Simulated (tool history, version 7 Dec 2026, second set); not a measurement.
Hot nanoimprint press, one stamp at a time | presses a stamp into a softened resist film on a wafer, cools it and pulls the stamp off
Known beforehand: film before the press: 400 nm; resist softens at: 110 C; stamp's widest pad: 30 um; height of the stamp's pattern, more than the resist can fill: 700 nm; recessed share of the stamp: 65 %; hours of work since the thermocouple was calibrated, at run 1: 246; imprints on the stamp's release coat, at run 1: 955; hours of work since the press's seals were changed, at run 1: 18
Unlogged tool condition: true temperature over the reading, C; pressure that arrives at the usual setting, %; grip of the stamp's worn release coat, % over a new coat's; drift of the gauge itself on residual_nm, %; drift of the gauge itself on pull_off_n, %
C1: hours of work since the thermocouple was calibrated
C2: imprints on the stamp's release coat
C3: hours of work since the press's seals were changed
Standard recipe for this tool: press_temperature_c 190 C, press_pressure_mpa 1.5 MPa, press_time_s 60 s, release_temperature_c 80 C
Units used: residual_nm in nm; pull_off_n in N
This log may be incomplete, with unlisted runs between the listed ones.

{"run": 1, "hour": 0.0, "press_temperature_c": 190, "press_pressure_mpa": 1.5, "press_time_s": 60, "release_temperature_c": 80, "C1": 246, "C2": 955, "C3": 18, "residual_nm": 229.4, "pull_off_n": 288}
{"run": 2, "hour": 14.6, "press_temperature_c": 199, "press_pressure_mpa": 1.5, "press_time_s": 60, "release_temperature_c": 80, "C1": 257, "C2": 1020, "C3": 28, "residual_nm": 179, "pull_off_n": 276}
{"run": 3, "hour": 28.9, "press_temperature_c": 199, "press_pressure_mpa": 1.5, "press_time_s": 60, "release_temperature_c": 80, "C1": 267, "C2": 1085, "C3": 39, "residual_nm": 178.4, "pull_off_n": 296}
{"run": 4, "hour": 44.5, "press_temperature_c": 199, "press_pressure_mpa": 1.5, "press_time_s": 60, "release_temperature_c": 80, "C1": 279, "C2": 1155, "C3": 50, "residual_nm": 178.4, "pull_off_n": 286}
{"run": 5, "hour": 59.7, "press_temperature_c": 190, "press_pressure_mpa": 1.5, "press_time_s": 60, "release_temperature_c": 80, "C1": 290, "C2": 1224, "C3": 62, "residual_nm": 227.7, "pull_off_n": 291}
{"hour": 65.6, "done": "plate thermocouple calibrated"}
{"run": 6, "hour": 75.1, "press_temperature_c": 190, "press_pressure_mpa": 1.5, "press_time_s": 60, "release_temperature_c": 80, "C1": 7, "C2": 1280, "C3": 71, "residual_nm": 222.3, "pull_off_n": 300}
{"run": 7, "hour": 89.1, "press_temperature_c": 190, "press_pressure_mpa": 1.5, "press_time_s": 97, "release_temperature_c": 80, "C1": 17, "C2": 1343, "C3": 81, "residual_nm": 189, "pull_off_n": 291}
{"run": 8, "hour": 98.3, "press_temperature_c": 190, "press_pressure_mpa": 1.5, "press_time_s": 97, "release_temperature_c": 80, "C1": 24, "C2": 1384, "C3": 88, "residual_nm": 188.8, "pull_off_n": 313}
{"hour": 110.9, "done": "stamp cleaned and given a new release coat"}
{"run": 9, "hour": 112.5, "press_temperature_c": 190, "press_pressure_mpa": 1.5, "press_time_s": 97, "release_temperature_c": 80, "C1": 30, "C2": 7, "C3": 94, "residual_nm": 188.4, "pull_off_n": 211}
{"hour": 120.2, "done": "plate thermocouple calibrated, once more"}
{"run": 10, "hour": 123.5, "press_temperature_c": 190, "press_pressure_mpa": 1.5, "press_time_s": 81, "release_temperature_c": 80, "C1": 2, "C2": 43, "C3": 100, "residual_nm": 216.7, "pull_off_n": 227}
{"run": 11, "hour": 139.7, "press_temperature_c": 190, "press_pressure_mpa": 1.5, "press_time_s": 81, "release_temperature_c": 80, "C1": 14, "C2": 116, "C3": 112, "residual_nm": 216.4, "pull_off_n": 229}
{"run": 12, "hour": 152.0, "press_temperature_c": 190, "press_pressure_mpa": 1.5, "press_time_s": 81, "release_temperature_c": 80, "C1": 23, "C2": 172, "C3": 121, "residual_nm": 216, "pull_off_n": 234}

Predict the results of run 13:
{"run": 13, "hour": 169.0, "press_temperature_c": 190, "press_pressure_mpa": 1.5, "press_time_s": 81, "release_temperature_c": 80, "C1": 36, "C2": 248, "C3": 133, "residual_nm": "?", "pull_off_n": "?"}

residual_nm: 215.4 nm
pull_off_n: 226 N
Were there no unlogged condition in the tool, this run, its random variation unchanged, would have produced residual_nm 216.2 nm, pull_off_n 211 N.
